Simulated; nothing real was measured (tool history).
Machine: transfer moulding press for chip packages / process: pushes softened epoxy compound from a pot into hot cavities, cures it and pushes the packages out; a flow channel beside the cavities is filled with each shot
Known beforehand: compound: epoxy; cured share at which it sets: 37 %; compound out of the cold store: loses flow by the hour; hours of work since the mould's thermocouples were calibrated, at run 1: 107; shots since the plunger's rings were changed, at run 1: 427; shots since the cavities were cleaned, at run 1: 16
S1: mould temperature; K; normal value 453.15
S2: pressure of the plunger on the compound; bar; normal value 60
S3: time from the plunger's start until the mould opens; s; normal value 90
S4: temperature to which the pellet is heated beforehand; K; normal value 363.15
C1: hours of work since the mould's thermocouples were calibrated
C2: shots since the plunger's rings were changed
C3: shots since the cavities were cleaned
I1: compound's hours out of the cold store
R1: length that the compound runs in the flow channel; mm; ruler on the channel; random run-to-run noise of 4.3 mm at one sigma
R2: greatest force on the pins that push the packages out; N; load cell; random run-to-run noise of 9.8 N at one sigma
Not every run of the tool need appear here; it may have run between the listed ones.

{"run": 1, "hour": 0.0, "S1": 453.15, "S2": 60, "S3": 90, "S4": 363.15, "C1": 107, "C2": 427, "C3": 16, "I1": 40.8, "R1": 724, "R2": 483}
{"run": 2, "hour": 17.9, "S1": 453.15, "S2": 60, "S3": 90, "S4": 363.15, "C1": 115, "C2": 582, "C3": 171, "I1": 22.4, "R1": 766, "R2": 717}
{"run": 3, "hour": 26.6, "S1": 453.15, "S2": 60, "S3": 90, "S4": 363.15, "C1": 119, "C2": 657, "C3": 246, "I1": 39.3, "R1": 722, "R2": 751}
{"run": 4, "hour": 43.0, "S1": 453.15, "S2": 60, "S3": 90, "S4": 363.15, "C1": 127, "C2": 799, "C3": 388, "I1": 47.9, "R1": 697, "R2": 809}
{"run": 5, "hour": 51.8, "S1": 453.15, "S2": 60, "S3": 90, "S4": 363.15, "C1": 131, "C2": 875, "C3": 464, "I1": 26.9, "R1": 760, "R2": 915}
{"run": 6, "hour": 70.9, "S1": 453.15, "S2": 60, "S3": 90, "S4": 363.15, "C1": 139, "C2": 1040, "C3": 629, "I1": 39.9, "R1": 715, "R2": 971}
{"run": 7, "hour": 84.2, "S1": 453.15, "S2": 60, "S3": 90, "S4": 363.15, "C1": 145, "C2": 1154, "C3": 743, "I1": 45.6, "R1": 706, "R2": 956}
{"hour": 96.9, "done": "cavities cleaned with cleaning compound and waxed"}
{"run": 8, "hour": 104.1, "S1": 453.15, "S2": 60, "S3": 90, "S4": 363.15, "C1": 154, "C2": 1314, "C3": 63, "I1": 39.5, "R1": 715, "R2": 1265}
{"run": 9, "hour": 115.6, "S1": 453.15, "S2": 60, "S3": 90, "S4": 363.15, "C1": 159, "C2": 1412, "C3": 161, "I1": 41.2, "R1": 710, "R2": 1199}
{"run": 10, "hour": 134.5, "S1": 453.15, "S2": 60, "S3": 90, "S4": 363.15, "C1": 168, "C2": 1576, "C3": 325, "I1": 8.9, "R1": 802, "R2": 1224}
{"run": 11, "hour": 149.5, "S1": 453.15, "S2": 60, "S3": 75, "S4": 363.15, "C1": 175, "C2": 1706, "C3": 455, "I1": 11.3, "R1": 783, "R2": 1824}
{"run": 12, "hour": 166.7, "S1": 453.15, "S2": 60, "S3": 75, "S4": 363.15, "C1": 183, "C2": 1854, "C3": 603, "I1": 18.8, "R1": 770, "R2": 1816}
{"run": 13, "hour": 178.0, "S1": 453.15, "S2": 60, "S3": 75, "S4": 363.15, "C1": 188, "C2": 1951, "C3": 700, "I1": 40.8, "R1": 704, "R2": 1653}
{"run": 14, "hour": 193.3, "S1": 453.15, "S2": 60, "S3": 75, "S4": 363.15, "C1": 195, "C2": 2084, "C3": 833, "I1": 17.8, "R1": 762, "R2": 1807}
{"hour": 196.6, "done": "cavities cleaned with cleaning compound and waxed"}
{"hour": 206.2, "done": "cavities cleaned with cleaning compound and waxed, once more"}
{"run": 15, "hour": 211.5, "S1": 448.15, "S2": 53.4, "S3": 104, "S4": 365.15, "C1": 202, "C2": 2215, "C3": 46, "I1": 36.1, "R1": 684, "R2": 538}
{"run": 16, "hour": 229.0, "S1": 448.15, "S2": 48.6, "S3": 104, "S4": 355.15, "C1": 210, "C2": 2366, "C3": 197, "I1": 26.9, "R1": 673, "R2": 755}
{"run": 17, "hour": 238.9, "S1": 448.15, "S2": 48.6, "S3": 104, "S4": 355.15, "C1": 215, "C2": 2452, "C3": 283, "I1": 37.9, "R1": 640, "R2": 807}
{"run": 18, "hour": 250.7, "S1": 447.15, "S2": 71.4, "S3": 77, "S4": 360.15, "C1": 220, "C2": 2554, "C3": 385, "I1": 46, "R1": 761, "R2": 1858}
{"run": 19, "hour": 268.5, "S1": 460.15, "S2": 73.8, "S3": 78, "S4": 363.15, "C1": 228, "C2": 2707, "C3": 538, "I1": 16.2, "R1": 818, "R2": 865}
{"run": 20, "hour": 280.2, "S1": 460.15, "S2": 73.8, "S3": 78, "S4": 363.15, "C1": 234, "C2": 2808, "C3": 639, "I1": 39.9, "R1": 748, "R2": 867}
{"run": 21, "hour": 292.3, "S1": 453.15, "S2": 50.4, "S3": 107, "S4": 364.15, "C1": 239, "C2": 2912, "C3": 743, "I1": 43.3, "R1": 635, "R2": 805}
{"hour": 304.9, "done": "cavities cleaned with cleaning compound and waxed"}
{"run": 22, "hour": 311.2, "S1": 453.15, "S2": 50.4, "S3": 107, "S4": 354.15, "C1": 247, "C2": 3063, "C3": 55, "I1": 28.1, "R1": 666, "R2": 445}
{"run": 23, "hour": 320.7, "S1": 460.15, "S2": 47.7, "S3": 93, "S4": 363.15, "C1": 251, "C2": 3144, "C3": 136, "I1": 30.7, "R1": 625, "R2": 522}
{"run": 24, "hour": 330.8, "S1": 453.15, "S2": 60, "S3": 126, "S4": 363.15, "C1": 256, "C2": 3232, "C3": 224, "I1": 48, "R1": 673, "R2": 585}
{"run": 25, "hour": 342.2, "S1": 447.15, "S2": 70.3, "S3": 103, "S4": 359.15, "C1": 261, "C2": 3330, "C3": 322, "I1": 31.2, "R1": 789, "R2": 948}
{"run": 26, "hour": 359.8, "S1": 453.15, "S2": 60, "S3": 88, "S4": 363.15, "C1": 269, "C2": 3482, "C3": 474, "I1": 43.4, "R1": 686, "R2": 937}
{"run": 27, "hour": 379.1, "S1": 461.15, "S2": 60, "S3": 88, "S4": 363.15, "C1": 278, "C2": 3649, "C3": 641, "I1": 47, "R1": 653, "R2": 764}
{"hour": 387.0, "done": "plunger's sealing rings changed"}
{"run": 28, "hour": 390.3, "S1": 461.15, "S2": 56.6, "S3": 88, "S4": 361.15, "C1": 282, "C2": 28, "C3": 716, "I1": 34.6, "R1": 706, "R2": 770}

Consider 5 possible next runs. They are alternatives, not a sequence: every one starts from the tool as it was left by run 28. What does each give?
{"run": "A", "hour": 399.0, "S1": 453.15, "S2": 50, "S3": 90, "S4": 363.15, "C1": 286, "C2": 104, "C3": 792, "I1": 18.2, "R1": "?", "R2": "?"}
{"run": "B", "hour": 399.0, "S1": 461.15, "S2": 56.6, "S3": 78, "S4": 366.15, "C1": 286, "C2": 104, "C3": 792, "I1": 31.6, "R1": "?", "R2": "?"}
{"run": "C", "hour": 399.0, "S1": 457.15, "S2": 60, "S3": 90, "S4": 363.15, "C1": 286, "C2": 104, "C3": 792, "I1": 27, "R1": "?", "R2": "?"}
{"run": "D", "hour": 399.0, "S1": 453.15, "S2": 68.2, "S3": 90, "S4": 363.15, "C1": 286, "C2": 104, "C3": 792, "I1": 17.8, "R1": "?", "R2": "?"}
{"run": "E", "hour": 399.0, "S1": 449.15, "S2": 56.6, "S3": 94, "S4": 361.15, "C1": 286, "C2": 104, "C3": 792, "I1": 43.5, "R1": "?", "R2": "?"}

run=A R1=713 R2=991
run=B R1=701 R2=871
run=C R1=760 R2=857
run=D R1=847 R2=1056
run=E R1=710 R2=1135
Stripped of hidden state, with their random variation kept, the same runs would have yielded:
run=A R1=716 R2=454
run=B R1=704 R2=402
run=C R1=763 R2=396
run=D R1=850 R2=480
run=E R1=713 R2=511
